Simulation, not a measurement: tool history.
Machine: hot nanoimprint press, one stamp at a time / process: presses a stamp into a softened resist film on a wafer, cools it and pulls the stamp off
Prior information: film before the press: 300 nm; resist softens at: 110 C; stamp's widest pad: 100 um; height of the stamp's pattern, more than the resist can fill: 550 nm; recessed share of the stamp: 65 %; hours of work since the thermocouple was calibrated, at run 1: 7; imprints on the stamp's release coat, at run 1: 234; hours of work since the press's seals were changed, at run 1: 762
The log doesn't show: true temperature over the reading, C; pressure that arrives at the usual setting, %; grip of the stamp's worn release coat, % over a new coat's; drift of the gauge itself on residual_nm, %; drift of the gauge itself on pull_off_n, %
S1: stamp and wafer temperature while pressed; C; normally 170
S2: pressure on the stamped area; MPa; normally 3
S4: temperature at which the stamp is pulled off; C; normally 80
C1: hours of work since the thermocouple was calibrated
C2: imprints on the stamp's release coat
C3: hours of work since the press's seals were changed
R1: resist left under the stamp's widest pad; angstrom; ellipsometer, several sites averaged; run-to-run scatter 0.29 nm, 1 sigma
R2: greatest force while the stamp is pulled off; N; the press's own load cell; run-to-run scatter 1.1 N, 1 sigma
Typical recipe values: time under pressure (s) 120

run 1 hour=0 | S1=170 S2=3 time_under_pressure_(s)=120 S4=80 | C1=7 C2=234 C3=762 | R1=1707 R2=170
run 2 hour=54.5 | S1=170 S2=3 time_under_pressure_(s)=120 S4=80 | C1=50 C2=537 C3=804 | R1=1703 R2=175
run 3 hour=81.1 | S1=170 S2=3 time_under_pressure_(s)=226 S4=80 | C1=71 C2=685 C3=825 | R1=1358 R2=176
-- hour=102.5 stamp cleaned and given a new release coat
run 4 hour=116.3 | S1=170 S2=3 time_under_pressure_(s)=226 S4=80 | C1=94 C2=77 C3=848 | R1=1358 R2=166
run 5 hour=175.3 | S1=170 S2=3 time_under_pressure_(s)=120 S4=80 | C1=140 C2=405 C3=895 | R1=1693 R2=172
run 6 hour=222.7 | S1=170 S2=3 time_under_pressure_(s)=137 S4=80 | C1=177 C2=668 C3=932 | R1=1616 R2=175
-- hour=247.5 stamp cleaned and given a new release coat
run 7 hour=275.3 | S1=170 S2=3 time_under_pressure_(s)=137 S4=80 | C1=214 C2=154 C3=969 | R1=1608 R2=167
run 8 hour=312.8 | S1=170 S2=3 time_under_pressure_(s)=137 S4=80 | C1=244 C2=362 C3=998 | R1=1602 R2=171
run 9 hour=368 | S1=170 S2=3 time_under_pressure_(s)=137 S4=80 | C1=287 C2=669 C3=1042 | R1=1598 R2=173
-- hour=392 stamp cleaned and given a new release coat
-- hour=397.5 plate thermocouple calibrated
run 10 hour=423.7 | S1=174 S2=3 time_under_pressure_(s)=120 S4=80 | C1=21 C2=159 C3=1079 | R1=1372 R2=169
-- hour=460.8 press's hydraulic seals changed and the load cell set to zero
run 11 hour=463.5 | S1=174 S2=3 time_under_pressure_(s)=120 S4=80 | C1=46 C2=336 C3=2 | R1=1327 R2=169
run 12 hour=520.9 | S1=170 S2=3 time_under_pressure_(s)=120 S4=80 | C1=91 C2=655 C3=47 | R1=1652 R2=176
-- hour=544.9 stamp cleaned and given a new release coat
run 13 hour=567.7 | S1=170 S2=3 time_under_pressure_(s)=120 S4=80 | C1=123 C2=127 C3=80 | R1=1642 R2=166
run 14 hour=604.1 | S1=170 S2=3 time_under_pressure_(s)=120 S4=80 | C1=152 C2=329 C3=108 | R1=1641 R2=167
run 15 hour=641.9 | S1=170 S2=3 time_under_pressure_(s)=120 S4=80 | C1=181 C2=539 C3=138 | R1=1641 R2=173
run 16 hour=666.3 | S1=179 S2=3 time_under_pressure_(s)=120 S4=80 | C1=201 C2=675 C3=157 | R1=976 R2=174
-- hour=687.6 stamp cleaned and given a new release coat
run 17 hour=718.5 | S1=179 S2=3 time_under_pressure_(s)=120 S4=80 | C1=237 C2=171 C3=194 | R1=972 R2=166
run 18 hour=745.1 | S1=159 S2=2.47 time_under_pressure_(s)=120 S4=80 | C1=258 C2=319 C3=215 | R1=2627 R2=169
run 19 hour=776.4 | S1=161 S2=3 time_under_pressure_(s)=69 S4=80 | C1=283 C2=493 C3=239 | R1=2619 R2=169
-- hour=806.4 plate thermocouple calibrated
run 20 hour=819.8 | S1=170 S2=3 time_under_pressure_(s)=103 S4=87 | C1=11 C2=717 C3=271 | R1=1773 R2=144
-- hour=833.7 stamp cleaned and given a new release coat
run 21 hour=868.6 | S1=170 S2=3 time_under_pressure_(s)=103 S4=87 | C1=44 C2=194 C3=305 | R1=1763 R2=137
run 22 hour=913.6 | S1=170 S2=3 time_under_pressure_(s)=138 S4=83 | C1=80 C2=444 C3=340 | R1=1604 R2=159
run 23 hour=944.5 | S1=178 S2=2.24 time_under_pressure_(s)=158 S4=84 | C1=104 C2=616 C3=364 | R1=1092 R2=155
-- hour=975.7 stamp cleaned and given a new release coat
run 24 hour=998.6 | S1=178 S2=2.24 time_under_pressure_(s)=158 S4=84 | C1=142 C2=127 C3=402 | R1=1087 R2=147
run 25 hour=1041.8 | S1=178 S2=2.24 time_under_pressure_(s)=158 S4=77 | C1=176 C2=367 C3=436 | R1=1082 R2=182
run 26 hour=1074.3 | S1=178 S2=3.87 time_under_pressure_(s)=158 S4=77 | C1=202 C2=547 C3=462 | R1=831 R2=188
run 27 hour=1103.7 | S1=178 S2=3.87 time_under_pressure_(s)=158 S4=77 | C1=225 C2=711 C3=485 | R1=827 R2=190
-- hour=1118.4 stamp cleaned and given a new release coat
run 28 hour=1134.3 | S1=178 S2=3.87 time_under_pressure_(s)=204 S4=77 | C1=244 C2=88 C3=504 | R1=743 R2=182
run 29 hour=1170.5 | S1=178 S2=3.87 time_under_pressure_(s)=204 S4=83 | C1=273 C2=289 C3=533 | R1=741 R2=155

Measured minus without-hidden-state, run by run (identical run-to-run variation in each term; gauge scatter may differ):
run=1 R1=+43 R2=+4
run=2 R1=+37 R2=+9
run=3 R1=+33 R2=+10
run=4 R1=+30 R2=+1
run=5 R1=+27 R2=+6
run=6 R1=+24 R2=+10
run=7 R1=+18 R2=+1
run=8 R1=+16 R2=+4
run=9 R1=+10 R2=+8
run=10 R1=+37 R2=+2
run=11 R1=-7 R2=+5
run=12 R1=-14 R2=+10
run=13 R1=-17 R2=+1
run=14 R1=-22 R2=+3
run=15 R1=-26 R2=+6
run=16 R1=-18 R2=+9
run=17 R1=-21 R2=+1
run=18 R1=-24 R2=+3
run=19 R1=-25 R2=+5
run=20 R1=+25 R2=+10
run=21 R1=+19 R2=+3
run=22 R1=+15 R2=+7
run=23 R1=+7 R2=+8
run=24 R1=+3 R2=+1
run=25 R1=+1 R2=+6
run=26 R1=+6 R2=+8
run=27 R1=+4 R2=+11
run=28 R1=+3 R2=+0
run=29 R1=+1 R2=+2
